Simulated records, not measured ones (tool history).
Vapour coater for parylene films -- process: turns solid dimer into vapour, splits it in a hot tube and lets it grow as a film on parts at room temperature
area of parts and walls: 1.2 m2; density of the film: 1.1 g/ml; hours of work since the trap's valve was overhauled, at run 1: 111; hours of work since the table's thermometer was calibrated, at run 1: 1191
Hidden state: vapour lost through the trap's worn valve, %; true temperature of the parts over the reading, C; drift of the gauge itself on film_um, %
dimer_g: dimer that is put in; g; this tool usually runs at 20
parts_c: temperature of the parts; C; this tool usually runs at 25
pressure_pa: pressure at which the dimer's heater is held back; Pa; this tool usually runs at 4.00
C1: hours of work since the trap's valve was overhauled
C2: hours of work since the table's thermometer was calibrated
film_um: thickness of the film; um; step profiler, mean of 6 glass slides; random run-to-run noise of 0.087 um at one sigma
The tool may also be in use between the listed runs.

run 1 hour=0.0 | dimer_g=20 parts_c=25 pressure_pa=4.00 | C1=111 C2=1191 | film_um=10.61
run 2 hour=54.3 | dimer_g=20 parts_c=25 pressure_pa=4.00 | C1=152 C2=1232 | film_um=10.56
run 3 hour=99.3 | dimer_g=20 parts_c=25 pressure_pa=4.00 | C1=185 C2=1265 | film_um=10.32
run 4 hour=132.4 | dimer_g=20 parts_c=25 pressure_pa=4.00 | C1=210 C2=1290 | film_um=10.46
run 5 hour=164.0 | dimer_g=20 parts_c=25 pressure_pa=4.00 | C1=233 C2=1313 | film_um=10.43
run 6 hour=201.0 | dimer_g=20 parts_c=25 pressure_pa=4.00 | C1=261 C2=1340 | film_um=10.20
run 7 hour=238.9 | dimer_g=20 parts_c=25 pressure_pa=4.00 | C1=289 C2=1369 | film_um=10.32
run 8 hour=289.8 | dimer_g=20 parts_c=25 pressure_pa=5.58 | C1=326 C2=1406 | film_um=9.48
run 9 hour=325.3 | dimer_g=20 parts_c=25 pressure_pa=5.58 | C1=353 C2=1433 | film_um=9.43
run 10 hour=353.8 | dimer_g=20 parts_c=25 pressure_pa=7.28 | C1=374 C2=1454 | film_um=8.91
run 11 hour=411.9 | dimer_g=20 parts_c=25 pressure_pa=7.28 | C1=417 C2=1497 | film_um=8.73
run 12 hour=449.9 | dimer_g=20 parts_c=25 pressure_pa=7.28 | C1=445 C2=1525 | film_um=8.61
run 13 hour=483.5 | dimer_g=20 parts_c=25 pressure_pa=7.28 | C1=470 C2=1550 | film_um=8.60
run 14 hour=534.8 | dimer_g=20 parts_c=30 pressure_pa=2.75 | C1=508 C2=1588 | film_um=8.85
run 15 hour=591.1 | dimer_g=20 parts_c=30 pressure_pa=2.75 | C1=550 C2=1630 | film_um=8.83
run 16 hour=637.8 | dimer_g=23 parts_c=23 pressure_pa=7.34 | C1=585 C2=1664 | film_um=10.28
run 17 hour=666.8 | dimer_g=13 parts_c=28 pressure_pa=9.35 | C1=606 C2=1686 | film_um=4.59
run 18 hour=697.7 | dimer_g=20 parts_c=30 pressure_pa=4.00 | C1=629 C2=1709 | film_um=7.88
run 19 hour=740.9 | dimer_g=28 parts_c=25 pressure_pa=2.91 | C1=661 C2=1741 | film_um=14.48
-- hour=755.6 table's thermometer calibrated
-- hour=784.2 trap's valve overhauled
run 20 hour=785.8 | dimer_g=28 parts_c=25 pressure_pa=2.91 | C1=1 C2=19 | film_um=16.00
run 21 hour=817.2 | dimer_g=9 parts_c=34 pressure_pa=2.06 | C1=25 C2=43 | film_um=3.79
run 22 hour=849.5 | dimer_g=25 parts_c=22 pressure_pa=2.15 | C1=48 C2=67 | film_um=16.75

Describe how what the log doesn't record of the tool's condition differs between the last listed run preceding each entry between runs and the first listed run following it.
In the gap between runs 19 and 20: table's thermometer calibrated (hour 755.6); trap's valve overhauled (hour 784.2)
  vapour lost through the trap's worn valve, %: 14.6 -> 0.4; true temperature of the parts over the reading, C: -1.38 -> 0.07
  measured value less the no-hidden-state value, film_um: -1.58 -> -0.10 um
